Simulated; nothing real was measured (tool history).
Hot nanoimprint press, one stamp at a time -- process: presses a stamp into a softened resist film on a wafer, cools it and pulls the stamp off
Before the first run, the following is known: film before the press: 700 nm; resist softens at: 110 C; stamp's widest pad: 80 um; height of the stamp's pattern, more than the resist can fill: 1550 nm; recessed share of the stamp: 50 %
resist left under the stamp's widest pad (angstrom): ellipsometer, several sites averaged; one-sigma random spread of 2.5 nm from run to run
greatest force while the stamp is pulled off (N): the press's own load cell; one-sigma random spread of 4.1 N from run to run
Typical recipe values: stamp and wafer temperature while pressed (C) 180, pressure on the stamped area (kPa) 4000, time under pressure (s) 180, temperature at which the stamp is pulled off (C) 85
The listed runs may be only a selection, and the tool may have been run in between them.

run,day,stamp and wafer temperature while pressed (C),pressure on the stamped area (kPa),time under pressure (s),temperature at which the stamp is pulled off (C),resist left under the stamp's widest pad (angstrom),greatest force while the stamp is pulled off (N)
1,0,180,4000,180,85,4490,214
2,0.529,180,4000,180,85,4524,214
3,0.8,180,3980,180,85,4540,212
4,1.112,180,4000,180,71,4505,289
5,1.383,180,4000,180,71,4479,280
6,1.925,183,4000,180,85,4077,221
7,2.329,183,4000,180,85,4015,214
8,2.688,180,4000,154,85,4712,215
# day 2.896: plate thermocouple calibrated
9,3.329,180,4000,154,85,4903,221
10,3.592,180,4000,180,85,4716,228
11,4.046,180,4000,180,85,4733,230
12,4.525,180,4000,180,85,4680,228
13,4.754,180,4000,180,85,4773,223
14,5.283,180,4000,180,85,4760,225
15,5.775,180,4000,180,85,4727,229
# day 6.058: plate thermocouple calibrated, once more
16,6.167,180,4000,327,85,3480,210
17,6.667,180,4000,340,92,3407,177
18,7.138,180,4000,340,92,3436,182
19,7.404,180,3040,340,85,3863,217
20,7.808,180,3040,340,85,3820,210
21,8.217,180,5380,319,92,3105,179
22,8.583,175,3930,157,73,5217,266
23,8.962,180,3100,282,90,4072,190
24,9.35,180,5720,152,76,3973,248
25,9.583,180,5720,152,76,3918,255
26,9.958,180,5370,137,79,4217,246
27,10.188,191,4000,194,85,2728,228
28,10.588,180,2920,180,85,4775,215
29,10.904,180,2920,180,85,4734,211
30,11.171,180,2920,180,85,4758,224
31,11.588,180,2920,180,85,4751,223

Here are 3 independent what-if runs from the current tool condition. What would each one return?
A,11.921,176,2900,207,85,?,?
B,11.921,177,2960,180,81,?,?
C,11.921,180,5580,148,85,?,?

run,resist left under the stamp's widest pad (angstrom),greatest force while the stamp is pulled off (N)
A,5187,226
B,5171,245
C,4081,219
Without the tool's unlogged condition, the same runs would have read:
run,resist left under the stamp's widest pad (angstrom),greatest force while the stamp is pulled off (N)
A,5079,202
B,5062,219
C,3923,196
